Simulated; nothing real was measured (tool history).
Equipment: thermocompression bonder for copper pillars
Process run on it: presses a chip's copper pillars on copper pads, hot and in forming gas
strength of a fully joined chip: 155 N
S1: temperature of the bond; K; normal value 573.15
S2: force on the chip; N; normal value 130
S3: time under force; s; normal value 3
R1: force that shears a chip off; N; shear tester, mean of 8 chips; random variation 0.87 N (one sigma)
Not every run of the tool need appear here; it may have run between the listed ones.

| run | day | S1 | S2 | S3 | R1 |
|---|---|---|---|---|---|
| 1 | 0 | 573.15 | 130 | 3 | 66.6 |
| 2 | 1.242 | 573.15 | 130 | 3 | 67.1 |
| 3 | 2.129 | 573.15 | 130 | 3 | 65.9 |
|  | 2.217 | forming gas filter changed |
| 4 | 3.188 | 573.15 | 130 | 3 | 69.4 |
| 5 | 3.975 | 573.15 | 130 | 3 | 69.2 |
| 6 | 5.158 | 573.15 | 130 | 3 | 69.8 |
| 7 | 6.133 | 573.15 | 130 | 3 | 67.3 |
| 8 | 7.438 | 573.15 | 130 | 3 | 66.8 |
| 9 | 8.329 | 573.15 | 130 | 3 | 65.9 |
|  | 8.533 | heater calibrated with a thermocouple chip |
| 10 | 9.183 | 573.15 | 130 | 3 | 67 |
|  | 9.471 | forming gas filter changed |
| 11 | 10.054 | 573.15 | 130 | 3 | 70 |
| 12 | 11.358 | 552.15 | 117 | 6 | 66.3 |
|  | 11.521 | heater calibrated with a thermocouple chip, once more |
| 13 | 12.721 | 552.15 | 117 | 6 | 62.2 |
| 14 | 13.729 | 552.15 | 117 | 6 | 62 |
| 15 | 14.738 | 573.15 | 130 | 3 | 62.2 |
| 16 | 15.808 | 595.15 | 150 | 3 | 84.1 |
|  | 16.704 | forming gas filter changed |
| 17 | 16.717 | 595.15 | 150 | 6 | 107.6 |
| 18 | 17.762 | 573.15 | 105 | 7 | 76.5 |
| 19 | 18.975 | 573.15 | 105 | 7 | 72.5 |
| 20 | 19.862 | 599.15 | 130 | 3 | 79.3 |
| 21 | 20.858 | 599.15 | 130 | 3 | 79.3 |

Each row is a separate what-if for the run after 21, all from the same tool condition, not one after another. Results?
| A | 22.204 | 579.15 | 136 | 3 | ? |
| B | 22.204 | 581.15 | 189 | 3 | ? |
| C | 22.204 | 581.15 | 186 | 2 | ? |

| run | R1 |
|---|---|
| A | 69.5 |
| B | 89.4 |
| C | 79.7 |
Take away the tool's hidden state, keep each run's random variation, and the runs would have read:
| run | R1 |
|---|---|
| A | 78.5 |
| B | 99.7 |
| C | 89.5 |

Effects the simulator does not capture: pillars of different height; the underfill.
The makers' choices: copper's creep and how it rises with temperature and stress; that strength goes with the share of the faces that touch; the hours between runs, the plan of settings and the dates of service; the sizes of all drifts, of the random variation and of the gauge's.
